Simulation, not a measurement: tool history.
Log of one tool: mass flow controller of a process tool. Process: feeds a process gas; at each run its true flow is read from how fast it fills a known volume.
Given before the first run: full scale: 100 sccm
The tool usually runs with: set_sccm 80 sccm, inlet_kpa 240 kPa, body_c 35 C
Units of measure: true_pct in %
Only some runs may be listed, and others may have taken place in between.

| run | day | set_sccm | inlet_kpa | body_c | true_pct |
|---|---|---|---|---|---|
| 1 | 0.000 | 80 | 240 | 35 | 100.01 |
| 2 | 3.600 | 80 | 240 | 35 | 99.85 |
| 3 | 8.988 | 80 | 240 | 35 | 99.90 |
| 4 | 13.633 | 80 | 240 | 35 | 99.96 |
| 5 | 20.004 | 80 | 240 | 35 | 99.86 |
| 6 | 25.733 | 80 | 240 | 35 | 99.77 |
| 7 | 33.129 | 80 | 240 | 35 | 99.71 |
| 8 | 38.012 | 80 | 240 | 26 | 99.06 |
| 9 | 45.142 | 80 | 240 | 26 | 99.05 |
| 10 | 49.329 | 80 | 240 | 26 | 99.03 |
| 11 | 55.967 | 80 | 240 | 26 | 99.17 |
| 12 | 61.600 | 80 | 240 | 26 | 98.93 |
| 13 | 69.267 | 80 | 240 | 35 | 99.48 |
| 14 | 72.762 | 80 | 240 | 21 | 98.45 |
| 15 | 79.583 | 80 | 240 | 21 | 98.46 |
| 16 | 84.692 | 80 | 240 | 21 | 98.49 |
| 17 | 89.642 | 80 | 240 | 35 | 99.41 |
| 18 | 96.017 | 80 | 240 | 35 | 99.33 |
| 19 | 99.621 | 80 | 240 | 35 | 99.25 |
| 20 | 103.450 | 80 | 240 | 35 | 99.22 |
| 21 | 108.792 | 80 | 240 | 35 | 99.22 |
| 22 | 113.062 | 80 | 240 | 35 | 99.07 |
| 23 | 118.921 | 80 | 240 | 35 | 99.06 |
| 24 | 126.025 | 80 | 240 | 35 | 99.07 |
| 25 | 133.625 | 80 | 240 | 35 | 98.95 |
| 26 | 140.229 | 80 | 240 | 39 | 99.11 |
| 27 | 147.638 | 37 | 240 | 28 | 97.62 |
| 28 | 153.392 | 80 | 240 | 38 | 98.93 |

The next listed run, before its measurement:
| 29 | 159.088 | 80 | 239 | 35 | ? |

{"run 29": {"true_pct": 98.94}}
Had the tool carried no hidden state, the very same run would have given true_pct 100.31 %.
